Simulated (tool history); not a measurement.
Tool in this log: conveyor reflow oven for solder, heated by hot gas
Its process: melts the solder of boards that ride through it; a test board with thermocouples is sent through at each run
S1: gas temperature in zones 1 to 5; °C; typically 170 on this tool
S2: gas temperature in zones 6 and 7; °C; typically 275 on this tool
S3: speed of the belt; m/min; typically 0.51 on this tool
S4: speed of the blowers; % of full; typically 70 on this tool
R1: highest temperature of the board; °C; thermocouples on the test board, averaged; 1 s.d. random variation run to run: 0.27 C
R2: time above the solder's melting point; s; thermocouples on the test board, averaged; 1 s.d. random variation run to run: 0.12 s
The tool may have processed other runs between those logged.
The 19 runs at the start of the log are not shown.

| run | day | S1 | S2 | S3 | S4 | R1 | R2 |
|---|---|---|---|---|---|---|---|
| 20 | 29.533 | 169 | 286 | 0.466 | 70 | 270.9 | 67.4 |
| 21 | 30.508 | 169 | 263 | 0.502 | 80 | 248.7 | 50.8 |
| 22 | 32.05 | 169 | 263 | 0.502 | 80 | 248.7 | 50.6 |
| 23 | 33.217 | 161 | 288 | 0.49 | 56 | 264.6 | 58.6 |
| 24 | 34.717 | 161 | 288 | 0.49 | 56 | 264.2 | 58.6 |
| 25 | 36.475 | 161 | 288 | 0.49 | 56 | 264.3 | 58.4 |
|  | 37.788 | flux residue cleaned out of gas plates and filters |
| 26 | 38.158 | 161 | 288 | 0.49 | 56 | 265.6 | 59.2 |
| 27 | 39.996 | 161 | 288 | 0.49 | 56 | 264.8 | 59 |
| 28 | 41.171 | 161 | 288 | 0.49 | 56 | 264.9 | 59 |
| 29 | 43.042 | 179 | 275 | 0.475 | 70 | 260.1 | 64.8 |
| 30 | 44.371 | 170 | 277 | 0.51 | 70 | 258.6 | 56.1 |

4 ways to go on from here, each from the tool as it stands after run 30. What would each give?
| A | 45.467 | 162 | 275 | 0.494 | 66 | ? | ? |
| B | 45.467 | 170 | 277 | 0.536 | 70 | ? | ? |
| C | 45.467 | 180 | 288 | 0.554 | 70 | ? | ? |
| D | 45.467 | 170 | 277 | 0.467 | 70 | ? | ? |

| run | R1 | R2 |
|---|---|---|
| A | 255.2 | 53.3 |
| B | 256.3 | 51.6 |
| C | 266.6 | 58 |
| D | 261.3 | 63.1 |
With the hidden condition removed and each run's random variation left untouched, the same runs would have given:
| run | R1 | R2 |
|---|---|---|
| A | 258.6 | 55.3 |
| B | 259.7 | 53.4 |
| C | 270 | 59.2 |
| D | 264.6 | 64.7 |
